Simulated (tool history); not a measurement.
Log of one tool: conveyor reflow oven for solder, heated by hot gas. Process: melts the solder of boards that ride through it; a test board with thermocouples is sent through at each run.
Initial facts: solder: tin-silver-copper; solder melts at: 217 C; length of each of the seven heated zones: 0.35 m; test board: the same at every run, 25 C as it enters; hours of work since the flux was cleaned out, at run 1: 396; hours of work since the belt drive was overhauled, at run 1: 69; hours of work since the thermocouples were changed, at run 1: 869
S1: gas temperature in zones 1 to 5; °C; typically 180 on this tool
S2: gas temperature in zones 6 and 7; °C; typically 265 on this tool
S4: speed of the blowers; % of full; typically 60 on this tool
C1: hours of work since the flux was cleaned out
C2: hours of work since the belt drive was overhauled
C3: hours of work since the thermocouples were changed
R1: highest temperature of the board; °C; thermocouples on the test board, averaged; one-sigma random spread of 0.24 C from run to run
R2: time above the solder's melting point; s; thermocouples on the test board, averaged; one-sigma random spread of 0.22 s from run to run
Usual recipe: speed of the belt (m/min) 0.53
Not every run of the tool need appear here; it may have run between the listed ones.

{"run": 1, "day": 0.0, "S1": 180, "S2": 265, "speed of the belt (m/min)": 0.53, "S4": 60, "C1": 396, "C2": 69, "C3": 869, "R1": 244.1, "R2": 53.9}
{"run": 2, "day": 2.317, "S1": 180, "S2": 274, "speed of the belt (m/min)": 0.53, "S4": 60, "C1": 423, "C2": 96, "C3": 896, "R1": 252.1, "R2": 59.6}
{"run": 3, "day": 4.371, "S1": 180, "S2": 274, "speed of the belt (m/min)": 0.53, "S4": 60, "C1": 447, "C2": 121, "C3": 920, "R1": 251.5, "R2": 60.2}
{"run": 4, "day": 5.838, "S1": 180, "S2": 274, "speed of the belt (m/min)": 0.53, "S4": 60, "C1": 464, "C2": 138, "C3": 937, "R1": 251.3, "R2": 59.8}
{"day": 6.358, "done": "flux residue cleaned out of gas plates and filters"}
{"run": 5, "day": 8.408, "S1": 180, "S2": 274, "speed of the belt (m/min)": 0.53, "S4": 60, "C1": 24, "C2": 166, "C3": 965, "R1": 253.7, "R2": 61.8}
{"run": 6, "day": 10.396, "S1": 180, "S2": 274, "speed of the belt (m/min)": 0.53, "S4": 60, "C1": 48, "C2": 189, "C3": 989, "R1": 253.4, "R2": 61.8}
{"run": 7, "day": 12.429, "S1": 180, "S2": 265, "speed of the belt (m/min)": 0.53, "S4": 67, "C1": 72, "C2": 213, "C3": 1013, "R1": 247.1, "R2": 57.5}
{"run": 8, "day": 14.508, "S1": 180, "S2": 259, "speed of the belt (m/min)": 0.53, "S4": 60, "C1": 96, "C2": 238, "C3": 1037, "R1": 240, "R2": 50.5}
{"run": 9, "day": 16.05, "S1": 180, "S2": 257, "speed of the belt (m/min)": 0.53, "S4": 60, "C1": 114, "C2": 256, "C3": 1056, "R1": 238.6, "R2": 48.6}
{"run": 10, "day": 17.7, "S1": 180, "S2": 257, "speed of the belt (m/min)": 0.53, "S4": 60, "C1": 134, "C2": 275, "C3": 1075, "R1": 238.7, "R2": 48.4}
{"run": 11, "day": 19.996, "S1": 181, "S2": 264, "speed of the belt (m/min)": 0.604, "S4": 55, "C1": 161, "C2": 302, "C3": 1102, "R1": 238.7, "R2": 41.1}
{"run": 12, "day": 22.538, "S1": 180, "S2": 253, "speed of the belt (m/min)": 0.501, "S4": 52, "C1": 191, "C2": 332, "C3": 1132, "R1": 234.3, "R2": 46.3}
{"run": 13, "day": 24.5, "S1": 194, "S2": 265, "speed of the belt (m/min)": 0.532, "S4": 60, "C1": 214, "C2": 356, "C3": 1155, "R1": 247, "R2": 64.1}
{"run": 14, "day": 27.367, "S1": 194, "S2": 265, "speed of the belt (m/min)": 0.532, "S4": 60, "C1": 248, "C2": 389, "C3": 1189, "R1": 246.7, "R2": 63.6}
{"run": 15, "day": 29.958, "S1": 180, "S2": 265, "speed of the belt (m/min)": 0.601, "S4": 60, "C1": 278, "C2": 420, "C3": 1220, "R1": 239.8, "R2": 42.9}
{"run": 16, "day": 31.142, "S1": 167, "S2": 265, "speed of the belt (m/min)": 0.53, "S4": 60, "C1": 292, "C2": 434, "C3": 1234, "R1": 241.3, "R2": 46.5}
{"run": 17, "day": 32.575, "S1": 167, "S2": 265, "speed of the belt (m/min)": 0.53, "S4": 60, "C1": 309, "C2": 451, "C3": 1250, "R1": 240.8, "R2": 46.2}
{"run": 18, "day": 35.221, "S1": 167, "S2": 265, "speed of the belt (m/min)": 0.53, "S4": 56, "C1": 341, "C2": 482, "C3": 1282, "R1": 240.4, "R2": 44.5}
{"run": 19, "day": 36.946, "S1": 167, "S2": 265, "speed of the belt (m/min)": 0.572, "S4": 54, "C1": 361, "C2": 502, "C3": 1302, "R1": 236.3, "R2": 36.2}
{"run": 20, "day": 38.746, "S1": 167, "S2": 265, "speed of the belt (m/min)": 0.572, "S4": 54, "C1": 382, "C2": 524, "C3": 1323, "R1": 236.4, "R2": 36.5}

Predict each of these 4 candidate next runs independently; none follows another, all start after run 20:
{"run": "A", "day": 40.55, "S1": 169, "S2": 265, "speed of the belt (m/min)": 0.572, "S4": 54, "C1": 403, "C2": 545, "C3": 1345, "R1": "?", "R2": "?"}
{"run": "B", "day": 40.55, "S1": 178, "S2": 265, "speed of the belt (m/min)": 0.498, "S4": 60, "C1": 403, "C2": 545, "C3": 1345, "R1": "?", "R2": "?"}
{"run": "C", "day": 40.55, "S1": 188, "S2": 265, "speed of the belt (m/min)": 0.572, "S4": 73, "C1": 403, "C2": 545, "C3": 1345, "R1": "?", "R2": "?"}
{"run": "D", "day": 40.55, "S1": 165, "S2": 265, "speed of the belt (m/min)": 0.53, "S4": 60, "C1": 403, "C2": 545, "C3": 1345, "R1": "?", "R2": "?"}

run=A R1=236.8 R2=37.3
run=B R1=244.5 R2=58.5
run=C R1=245 R2=54.6
run=D R1=240.7 R2=44.4
With no hidden state in the tool, these same runs would have given:
run=A R1=242.6 R2=43.6
run=B R1=250.2 R2=63.7
run=C R1=250.7 R2=59
run=D R1=246.6 R2=50.5
